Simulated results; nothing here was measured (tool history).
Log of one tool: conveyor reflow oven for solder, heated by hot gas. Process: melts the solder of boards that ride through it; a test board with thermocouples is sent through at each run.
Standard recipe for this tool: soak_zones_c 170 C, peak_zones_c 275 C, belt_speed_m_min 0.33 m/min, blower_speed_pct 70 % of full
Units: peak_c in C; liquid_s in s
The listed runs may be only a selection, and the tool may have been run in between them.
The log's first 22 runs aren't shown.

run,hour,soak_zones_c,peak_zones_c,belt_speed_m_min,blower_speed_pct,peak_c,liquid_s
23,1340.7,162,267,0.33,63,246.5,68.2
24,1388.8,175,274,0.334,63,254.2,81.4
25,1473.6,175,274,0.342,63,253.3,79.3
# hour 1503.7: flux residue cleaned out of gas plates and filters
26,1534.5,175,275,0.33,90,260.9,90.8
27,1594.3,163,276,0.288,60,259.9,97.2
28,1648.6,159,276,0.263,60,262,108.2
29,1706.6,159,276,0.263,60,261.9,108.5
30,1757.7,159,276,0.263,60,262.3,107.3
31,1831,159,276,0.263,60,262.8,107

Below are 3 alternative next runs, each starting from the tool's condition after run 31. Predict each:
A,1897.6,170,283,0.392,65,?,?
B,1897.6,170,270,0.33,90,?,?
C,1897.6,170,282,0.389,70,?,?

run,peak_c,liquid_s
A,255.3,66.7
B,255.2,82.7
C,256,69.3
Had the tool no hidden state, the same runs would have come out as:
run,peak_c,liquid_s
A,256.3,67.5
B,255.9,83.3
C,257,70.1
